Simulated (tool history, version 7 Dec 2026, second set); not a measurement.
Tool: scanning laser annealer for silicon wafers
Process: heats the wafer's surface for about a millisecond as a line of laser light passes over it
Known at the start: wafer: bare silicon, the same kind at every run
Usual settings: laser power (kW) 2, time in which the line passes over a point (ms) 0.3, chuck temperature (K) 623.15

run   hour  laser power (kW)  time in which the line passes over a point (ms)  chuck temperature (K)  highest temperature of the surface (K)
  1      0                 2                                              0.3                 623.15                                 1300.15
  2   13.1                 2                                              0.3                 623.15                                 1298.15
  3   23.4             2.108                                              0.3                 623.15                                 1338.15
  4   35.7               2.2                                              0.3                 623.15                                 1369.15
  5   50.6               2.2                                              0.3                 623.15                                 1367.15
  6   63.3                 2                                              0.3                 623.15                                 1294.15
  7   77.7                 2                                              0.3                 623.15                                 1297.15
  8   89.5                 2                                              0.3                 605.15                                 1281.15
  9  102.4             1.711                                            0.271                 606.15                                 1144.15
 10    116                 2                                              0.3                 611.15                                 1279.15
 11  124.2                 2                                            0.276                 627.15                                 1268.15
     126.9  -- window over the wafer cleaned
 12  142.7             1.711                                            0.353                 640.15                                 1240.15
 13  155.6             1.824                                            0.234                 638.15                                 1153.15
 14  164.3             1.824                                            0.325                 616.15                                 1229.15
 15    178             1.723                                            0.245                 623.15                                 1124.15
 16  189.3                 2                                             0.22                 623.15                                 1179.15

The same runs without the tool's hidden state, with the same run-to-run variation:
The hidden state here: light that passes the window, % of a clean one's; laser's true power over the reading, %; width of the line over the set one, %; drift of the gauge itself on peak_c, C.
run  highest temperature of the surface (K)
  1                                 1335.15
  2                                 1334.15
  3                                 1376.15
  4                                 1410.15
  5                                 1410.15
  6                                 1333.15
  7                                 1337.15
  8                                 1322.15
  9                                 1177.15
 10                                 1321.15
 11                                 1309.15
 12                                 1296.15
 13                                 1202.15
 14                                 1287.15
 15                                 1172.15
 16                                 1233.15
